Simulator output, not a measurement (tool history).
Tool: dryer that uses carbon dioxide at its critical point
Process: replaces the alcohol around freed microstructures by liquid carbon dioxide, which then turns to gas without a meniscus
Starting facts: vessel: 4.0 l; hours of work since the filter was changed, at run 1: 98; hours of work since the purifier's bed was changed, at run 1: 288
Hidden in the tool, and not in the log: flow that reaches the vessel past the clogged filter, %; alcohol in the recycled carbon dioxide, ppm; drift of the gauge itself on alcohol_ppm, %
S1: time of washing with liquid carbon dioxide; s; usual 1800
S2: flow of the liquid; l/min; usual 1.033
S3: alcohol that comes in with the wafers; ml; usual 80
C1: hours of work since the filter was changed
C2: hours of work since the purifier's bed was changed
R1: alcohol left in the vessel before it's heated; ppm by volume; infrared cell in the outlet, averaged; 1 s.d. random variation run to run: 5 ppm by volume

run   hour    S1     S2   S3   C1   C2   R1
  1      0  1800  1.033   80   98  288   71
  2    6.2  1800  1.033   27  102  293   46
  3   14.5  1800  1.033   27  108  298   40
  4   19.5  1800  1.033   27  112  302   47
  5   27.1  1800  1.033   80  117  307   78
  6   39.2  1800  1.033   85  125  315   78
  7   45.5  1800  1.033   85  130  320   94
  8   57.7  1800  1.033   85  138  328   85
  9   66.5  1800  1.033   85  144  334   91
 10   73.4  1800  1.033   77  149  339   94
 11   81.9  1800  1.033   50  155  345   67
 12   88.8  1800  1.033   50  160  350   63
 13   96.2  1800  1.033   50  165  355   74
 14  103.9  1800  1.033   80  170  360   93
 15  110.6  1800   1.04   80  175  365  103
 16  117.3  1800  1.033   80  179  370  100
 17  126.9  1800  1.033   80  186  376  104
 18  137.1  1800  1.033   80  193  383  106
 19  148.7  1800  1.033   80  201  391  114
 20  156.8  1800   1.63   80  207  397   31
 21  163.7  1800   1.63   80  212  402   45
 22  173.7  1800   1.63   80  219  409   38
 23  179.9  2520   1.63   80  223  413   43
 24  186.3  1800  1.033   80  227  417  122
 25  195.2  2460    0.8  102  233  424  106
 26  201.3  2460    0.8  102  238  428  111
 27  210.2  1500  1.033   80  244  434  265
 28  218.6  1260   0.76   26  250  440  433
 29    227  2160   1.29   65  255  446   50
 30  239.2  2160   1.29   65  264  454   39
       244  -- inlet filter changed
 31  249.4  1320   1.29   39    4  460   64
 32  258.8  1320   1.29   39   10  467   56
 33  266.7  1320   1.29   39   16  472   65
 34  276.5  1260  1.033  119   23  479  378
 35  284.1  2160   1.02   40   28  485   47
 36  293.6  2160   1.02   40   34  491   49
 37    300  2160   1.02   40   39  496   46
 38  308.5  2520  1.033  106   45  501   56
 39  313.9  2640  1.033  106   48  505   48
 40  321.9  1680   0.87   80   54  511  184
 41  328.2  2580   0.67   30   58  515   67
 42  333.6  2280   0.92   74   62  519   58
 43    344  2340   1.37   74   69  526   40
 44  349.6  1800   1.48   87   73  530   47
 45  357.9  1800   1.48   87   79  536   41
 46  369.6  1920    1.3   52   87  544   63
 47  378.9  1140   0.89   80   93  550  727
 48  386.7  1800  1.033   75   99  556   96

Table of differences, measured result less the result of that run with no hidden state. Run-to-run variation is the same in both. Gauge scatter possibly is not:
run    R1
  1   +38
  2   +28
  3   +29
  4   +29
  5   +44
  6   +49
  7   +51
  8   +52
  9   +54
 10   +55
 11   +45
 12   +46
 13   +48
 14   +60
 15   +64
 16   +66
 17   +69
 18   +69
 19   +75
 20   +31
 21   +33
 22   +35
 23   +33
 24   +85
 25   +80
 26   +86
 27  +163
 28  +205
 29   +38
 30   +39
 31   +36
 32   +36
 33   +37
 34   +58
 35   +39
 36   +38
 37   +39
 38   +39
 39   +39
 40   +63
 41   +44
 42   +42
 43   +40
 44   +41
 45   +41
 46   +43
 47  +181
 48   +59
